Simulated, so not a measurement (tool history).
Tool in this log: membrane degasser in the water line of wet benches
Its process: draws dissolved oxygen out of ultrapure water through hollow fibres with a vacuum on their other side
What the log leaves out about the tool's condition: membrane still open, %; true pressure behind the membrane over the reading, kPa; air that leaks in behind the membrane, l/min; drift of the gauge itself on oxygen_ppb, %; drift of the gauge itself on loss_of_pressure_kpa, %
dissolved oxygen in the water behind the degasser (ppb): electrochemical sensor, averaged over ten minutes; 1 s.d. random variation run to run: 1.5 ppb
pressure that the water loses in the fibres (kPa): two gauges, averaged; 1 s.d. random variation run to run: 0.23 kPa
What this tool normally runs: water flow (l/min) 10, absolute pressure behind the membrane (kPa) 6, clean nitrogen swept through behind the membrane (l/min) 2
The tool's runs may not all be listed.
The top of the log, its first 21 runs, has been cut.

run	hour	water flow (l/min)	absolute pressure behind the membrane (kPa)	clean nitrogen swept through behind the membrane (l/min)	hours since the membrane was changed	hours since the vacuum gauge was calibrated	hours since the vacuum lines were made tight	dissolved oxygen in the water behind the degasser (ppb)	pressure that the water loses in the fibres (kPa)
22	2781	10	6	3.98	9042	390	3270	161.1	61.43
23	2858.2	10	6	0.87	9119	467	3347	217.7	61.58
24	3017.2	7	11.9	1.66	9278	626	3506	125.4	43.17
25	3200.2	7	11.9	1.66	9461	809	3689	123.9	43.18
26	3290.8	16	12.31	1.1	9551	900	3780	818.2	98.5
27	3444.6	16	12.31	1.1	9705	1054	3933	840.1	98.74
28	3565.8	15	6	0.9	9826	1175	4055	584.5	92.71
29	3656.1	15	7.02	2.6	9917	1265	4145	540.3	92.4
30	3762.4	15	7.02	2.6	10023	1372	4251	546.3	93.52
31	3916.5	13	4.6	5.21	10177	1526	4405	344.4	80.38

Each row is a separate what-if for the run after 31, all from the same tool condition, not one after another. Results?
A	4058.7	13	4.56	4.39	10319	1668	4547	?	?
B	4058.7	13	4.6	2.46	10319	1668	4547	?	?
C	4058.7	10	7.16	2	10319	1668	4547	?	?
D	4058.7	8	14.05	1.43	10319	1668	4547	?	?
E	4058.7	12	11.91	1.44	10319	1668	4547	?	?

run	dissolved oxygen in the water behind the degasser (ppb)	pressure that the water loses in the fibres (kPa)
A	352	80.46
B	355.6	80.67
C	196.6	61.99
D	213.9	49.38
E	426.9	74.26
What these runs would have given with no unlogged condition in the tool:
run	dissolved oxygen in the water behind the degasser (ppb)	pressure that the water loses in the fibres (kPa)
A	285.9	75.43
B	289.8	75.63
C	159.8	58.12
D	190.9	46.29
E	370	69.62

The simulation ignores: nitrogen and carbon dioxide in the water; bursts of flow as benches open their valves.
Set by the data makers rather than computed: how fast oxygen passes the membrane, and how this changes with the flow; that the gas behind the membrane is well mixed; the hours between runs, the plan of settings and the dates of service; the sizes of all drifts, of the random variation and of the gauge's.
